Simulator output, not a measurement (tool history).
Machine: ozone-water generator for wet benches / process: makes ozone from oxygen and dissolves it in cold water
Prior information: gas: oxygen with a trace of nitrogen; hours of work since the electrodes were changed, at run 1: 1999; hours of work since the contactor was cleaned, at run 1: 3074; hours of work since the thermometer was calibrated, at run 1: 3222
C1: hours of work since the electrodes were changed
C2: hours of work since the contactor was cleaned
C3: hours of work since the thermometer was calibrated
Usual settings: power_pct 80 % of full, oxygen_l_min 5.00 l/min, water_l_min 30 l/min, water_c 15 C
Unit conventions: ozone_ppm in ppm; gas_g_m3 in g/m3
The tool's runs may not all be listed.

{"run": 1, "hour": 0.0, "power_pct": 80, "oxygen_l_min": 5.0, "water_l_min": 30, "water_c": 15, "C1": 1999, "C2": 3074, "C3": 3222, "ozone_ppm": 17.5, "gas_g_m3": 239.2}
{"run": 2, "hour": 110.9, "power_pct": 80, "oxygen_l_min": 5.0, "water_l_min": 30, "water_c": 15, "C1": 2068, "C2": 3144, "C3": 3291, "ozone_ppm": 17.4, "gas_g_m3": 238.2}
{"run": 3, "hour": 246.8, "power_pct": 80, "oxygen_l_min": 5.0, "water_l_min": 30, "water_c": 15, "C1": 2153, "C2": 3228, "C3": 3376, "ozone_ppm": 17.5, "gas_g_m3": 237.3}
{"run": 4, "hour": 305.6, "power_pct": 80, "oxygen_l_min": 5.38, "water_l_min": 30, "water_c": 15, "C1": 2190, "C2": 3265, "C3": 3412, "ozone_ppm": 17.4, "gas_g_m3": 226.5}
{"run": 5, "hour": 437.2, "power_pct": 80, "oxygen_l_min": 5.0, "water_l_min": 30, "water_c": 15, "C1": 2272, "C2": 3347, "C3": 3494, "ozone_ppm": 17.6, "gas_g_m3": 237.3}
{"run": 6, "hour": 564.5, "power_pct": 80, "oxygen_l_min": 5.0, "water_l_min": 30, "water_c": 15, "C1": 2351, "C2": 3426, "C3": 3573, "ozone_ppm": 17.4, "gas_g_m3": 236.2}
{"hour": 606.4, "done": "water thermometer calibrated"}
{"run": 7, "hour": 625.4, "power_pct": 80, "oxygen_l_min": 5.0, "water_l_min": 36, "water_c": 15, "C1": 2388, "C2": 3463, "C3": 12, "ozone_ppm": 14.7, "gas_g_m3": 239.9}
{"run": 8, "hour": 729.9, "power_pct": 80, "oxygen_l_min": 5.0, "water_l_min": 36, "water_c": 15, "C1": 2453, "C2": 3529, "C3": 77, "ozone_ppm": 14.6, "gas_g_m3": 239.9}
{"run": 9, "hour": 858.3, "power_pct": 80, "oxygen_l_min": 5.0, "water_l_min": 30, "water_c": 15, "C1": 2533, "C2": 3608, "C3": 157, "ozone_ppm": 17.7, "gas_g_m3": 238.9}
{"run": 10, "hour": 936.9, "power_pct": 80, "oxygen_l_min": 5.0, "water_l_min": 30, "water_c": 15, "C1": 2582, "C2": 3657, "C3": 206, "ozone_ppm": 17.6, "gas_g_m3": 239.0}
{"run": 11, "hour": 1022.2, "power_pct": 80, "oxygen_l_min": 5.0, "water_l_min": 30, "water_c": 15, "C1": 2635, "C2": 3711, "C3": 259, "ozone_ppm": 17.8, "gas_g_m3": 237.0}
{"run": 12, "hour": 1145.7, "power_pct": 80, "oxygen_l_min": 5.0, "water_l_min": 30, "water_c": 15, "C1": 2712, "C2": 3787, "C3": 336, "ozone_ppm": 17.6, "gas_g_m3": 237.0}
{"run": 13, "hour": 1264.6, "power_pct": 80, "oxygen_l_min": 5.0, "water_l_min": 30, "water_c": 15, "C1": 2786, "C2": 3861, "C3": 410, "ozone_ppm": 17.5, "gas_g_m3": 237.5}
{"run": 14, "hour": 1369.0, "power_pct": 80, "oxygen_l_min": 5.0, "water_l_min": 30, "water_c": 15, "C1": 2851, "C2": 3926, "C3": 475, "ozone_ppm": 17.5, "gas_g_m3": 238.4}
{"run": 15, "hour": 1429.2, "power_pct": 80, "oxygen_l_min": 5.0, "water_l_min": 30, "water_c": 15, "C1": 2889, "C2": 3964, "C3": 512, "ozone_ppm": 17.8, "gas_g_m3": 238.0}
{"run": 16, "hour": 1498.8, "power_pct": 80, "oxygen_l_min": 5.0, "water_l_min": 30, "water_c": 15, "C1": 2932, "C2": 4007, "C3": 556, "ozone_ppm": 17.8, "gas_g_m3": 238.6}
{"run": 17, "hour": 1556.6, "power_pct": 80, "oxygen_l_min": 5.0, "water_l_min": 30, "water_c": 15, "C1": 2968, "C2": 4043, "C3": 592, "ozone_ppm": 17.6, "gas_g_m3": 239.5}
{"run": 18, "hour": 1648.7, "power_pct": 93, "oxygen_l_min": 5.0, "water_l_min": 39, "water_c": 15, "C1": 3025, "C2": 4101, "C3": 649, "ozone_ppm": 15.5, "gas_g_m3": 270.5}
{"run": 19, "hour": 1756.3, "power_pct": 96, "oxygen_l_min": 3.99, "water_l_min": 39, "water_c": 15, "C1": 3092, "C2": 4167, "C3": 716, "ozone_ppm": 15.7, "gas_g_m3": 325.3}
{"run": 20, "hour": 1839.0, "power_pct": 80, "oxygen_l_min": 6.34, "water_l_min": 30, "water_c": 15, "C1": 3144, "C2": 4219, "C3": 767, "ozone_ppm": 17.4, "gas_g_m3": 203.3}
{"run": 21, "hour": 1923.7, "power_pct": 80, "oxygen_l_min": 5.86, "water_l_min": 22, "water_c": 15, "C1": 3197, "C2": 4272, "C3": 820, "ozone_ppm": 23.1, "gas_g_m3": 212.3}
{"run": 22, "hour": 1995.0, "power_pct": 80, "oxygen_l_min": 8.76, "water_l_min": 22, "water_c": 21, "C1": 3241, "C2": 4316, "C3": 864, "ozone_ppm": 19.3, "gas_g_m3": 161.5}
{"run": 23, "hour": 2060.3, "power_pct": 80, "oxygen_l_min": 2.78, "water_l_min": 32, "water_c": 15, "C1": 3282, "C2": 4357, "C3": 905, "ozone_ppm": 15.9, "gas_g_m3": 355.6}
{"run": 24, "hour": 2137.2, "power_pct": 80, "oxygen_l_min": 2.78, "water_l_min": 32, "water_c": 15, "C1": 3330, "C2": 4405, "C3": 953, "ozone_ppm": 15.7, "gas_g_m3": 357.2}
{"run": 25, "hour": 2244.9, "power_pct": 45, "oxygen_l_min": 5.0, "water_l_min": 30, "water_c": 9, "C1": 3397, "C2": 4472, "C3": 1020, "ozone_ppm": 11.3, "gas_g_m3": 144.5}
{"run": 26, "hour": 2337.9, "power_pct": 72, "oxygen_l_min": 6.82, "water_l_min": 30, "water_c": 23, "C1": 3454, "C2": 4530, "C3": 1078, "ozone_ppm": 14.2, "gas_g_m3": 174.5}
{"run": 27, "hour": 2400.3, "power_pct": 72, "oxygen_l_min": 6.82, "water_l_min": 30, "water_c": 23, "C1": 3493, "C2": 4568, "C3": 1117, "ozone_ppm": 14.1, "gas_g_m3": 175.0}
{"run": 28, "hour": 2490.4, "power_pct": 80, "oxygen_l_min": 7.8, "water_l_min": 44, "water_c": 15, "C1": 3549, "C2": 4624, "C3": 1173, "ozone_ppm": 12.0, "gas_g_m3": 173.6}
{"run": 29, "hour": 2624.9, "power_pct": 80, "oxygen_l_min": 4.83, "water_l_min": 33, "water_c": 15, "C1": 3633, "C2": 4708, "C3": 1257, "ozone_ppm": 15.9, "gas_g_m3": 242.2}
{"run": 30, "hour": 2696.8, "power_pct": 61, "oxygen_l_min": 7.95, "water_l_min": 47, "water_c": 16, "C1": 3678, "C2": 4753, "C3": 1301, "ozone_ppm": 9.0, "gas_g_m3": 137.5}

What does the tool deliver on the next run?
{"run": 31, "hour": 2772.0, "power_pct": 52, "oxygen_l_min": 2.88, "water_l_min": 36, "water_c": 18, "C1": 3725, "C2": 4800, "C3": 1348, "ozone_ppm": "?", "gas_g_m3": "?"}

ozone_ppm: 9.4 ppm
gas_g_m3: 238.0 g/m3
With no hidden state in the tool, this same run would have given ozone_ppm 9.4 ppm, gas_g_m3 238.1 g/m3.
